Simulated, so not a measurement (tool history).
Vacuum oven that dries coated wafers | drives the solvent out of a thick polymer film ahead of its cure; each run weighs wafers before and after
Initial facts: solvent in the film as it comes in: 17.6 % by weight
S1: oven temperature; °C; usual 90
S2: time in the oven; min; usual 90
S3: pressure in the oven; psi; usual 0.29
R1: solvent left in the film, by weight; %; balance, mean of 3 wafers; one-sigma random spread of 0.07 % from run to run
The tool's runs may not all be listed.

run,day,S1,S2,S3,R1
1,0,90,90,0.29,5.58
2,0.962,90,90,0.29,5.57
3,2.175,90,90,0.29,5.42
4,2.85,90,90,0.29,5.4
5,4.058,90,90,0.29,5.42
# day 4.208: vacuum gauge cleaned of residue and calibrated
6,5.292,90,90,0.29,5.55
7,6.238,78,90,0.29,10.18
8,7.033,77,90,0.29,10.93
# day 7.962: oven's thermocouples calibrated
9,8.075,77,90,0.29,10.26
10,8.888,78,53,0.805,16.45
11,9.858,78,53,0.805,16.57
# day 10.579: vacuum gauge cleaned of residue and calibrated, once more
12,11.079,103,97,0.278,2.05
13,11.821,103,97,0.278,2.03
14,12.842,88,97,0.278,5.1
15,13.596,88,97,0.381,6.23
16,14.633,88,97,0.381,6.18
17,15.229,78,97,0.26,8.68

Here are 4 independent what-if runs from the current tool condition. What would each one return?
A,16.242,78,68,0.508,?
B,16.242,98,97,0.191,?
C,16.242,81,93,0.622,?
D,16.242,78,85,0.26,?

run,R1
A,12.61
B,2.02
C,12.03
D,9.27
Stripped of hidden state, with their random variation kept, the same runs would have yielded:
run,R1
A,12.72
B,2.06
C,12.16
D,9.38

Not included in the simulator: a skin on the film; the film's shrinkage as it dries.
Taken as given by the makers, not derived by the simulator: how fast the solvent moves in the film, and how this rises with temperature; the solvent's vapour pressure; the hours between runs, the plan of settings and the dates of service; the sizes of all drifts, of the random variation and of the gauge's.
